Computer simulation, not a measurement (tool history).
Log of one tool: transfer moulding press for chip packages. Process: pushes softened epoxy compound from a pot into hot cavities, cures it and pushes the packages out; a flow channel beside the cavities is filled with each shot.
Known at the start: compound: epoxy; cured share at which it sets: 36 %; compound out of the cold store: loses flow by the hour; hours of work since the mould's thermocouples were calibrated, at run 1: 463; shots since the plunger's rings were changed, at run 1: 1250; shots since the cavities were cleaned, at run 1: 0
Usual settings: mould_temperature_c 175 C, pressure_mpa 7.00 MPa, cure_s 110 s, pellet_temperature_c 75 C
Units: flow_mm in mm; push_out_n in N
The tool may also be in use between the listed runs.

run   hour  mould_temperature_c  pressure_mpa  cure_s  pellet_temperature_c  hours of work since the mould's thermocouples were calibrated  shots since the plunger's rings were changed  shots since the cavities were cleaned  incoming compound's hours out of the cold store  flow_mm  push_out_n
  1    0.0                  175          7.00     110                    75                                                            463                                          1250                                      0                                             28.1      485         289
  2   71.1                  175          7.00     103                    75                                                            494                                          1724                                    474                                             22.1      493         437
     123.1  -- cavities cleaned with cleaning compound and waxed
  3  142.9                  175          7.00     103                    75                                                            524                                          2193                                    132                                             47.4      439         351
  4  214.1                  175          7.00     103                    75                                                            555                                          2669                                    608                                             29.1      470         456
     247.7  -- cavities cleaned with cleaning compound and waxed
  5  255.4                  175          7.00     103                    71                                                            573                                          2934                                     51                                             37.5      449         339
     264.9  -- plunger's sealing rings changed
     291.2  -- mould's thermocouples calibrated
  6  304.6                  175          7.00     103                    71                                                              6                                           251                                    349                                             24.0      506         425
  7  339.9                  175          7.00     103                    71                                                             21                                           487                                    585                                             47.8      454         451
     377.9  -- cavities cleaned with cleaning compound and waxed
  8  408.1                  175          7.00     110                    69                                                             50                                           932                                    201                                              9.3      533         358
  9  472.8                  175          8.62     110                    75                                                             79                                          1364                                    633                                             41.3      509         405
     507.5  -- mould's thermocouples calibrated, once more
     509.0  -- cavities cleaned with cleaning compound and waxed
 10  516.3                  181          8.62     110                    77                                                              3                                          1631                                     49                                             10.8      555         267
 11  589.0                  181          8.62     109                    84                                                             35                                          2116                                    534                                             27.5      512         334
     636.0  -- cavities cleaned with cleaning compound and waxed
 12  660.8                  178          7.00     110                    75                                                             66                                          2585                                    165                                             42.9      435         314
     718.2  -- plunger's sealing rings changed
 13  738.2                  180          7.00     127                    71                                                             98                                           134                                    665                                             12.3      514         360
     761.6  -- cavities cleaned with cleaning compound and waxed
 14  805.5                  180          7.00     127                    71                                                            127                                           574                                    294                                             33.7      466         299
 15  862.5                  178          7.46      99                    80                                                            152                                           954                                    674                                              8.8      537         414
     886.5  -- cavities cleaned with cleaning compound and waxed
 16  927.2                  172          7.00     110                    73                                                            179                                          1375                                    272                                             19.5      507         422

The same runs without the tool's hidden state, with the same run-to-run variation:
The hidden state here: true mould temperature over the reading, C; pressure that reaches the compound, % of what is set; grip of the stained cavities, % over clean ones'; drift of the gauge itself on flow_mm, %; drift of the gauge itself on push_out_n, %.
run  flow_mm  push_out_n
  1      498         280
  2      511         317
  3      459         301
  4      496         313
  5      476         309
  6      506         314
  7      456         308
  8      540         290
  9      521         278
 10      575         255
 11      536         245
 12      460         274
 13      518         252
 14      474         243
 15      550         289
 16      524         344

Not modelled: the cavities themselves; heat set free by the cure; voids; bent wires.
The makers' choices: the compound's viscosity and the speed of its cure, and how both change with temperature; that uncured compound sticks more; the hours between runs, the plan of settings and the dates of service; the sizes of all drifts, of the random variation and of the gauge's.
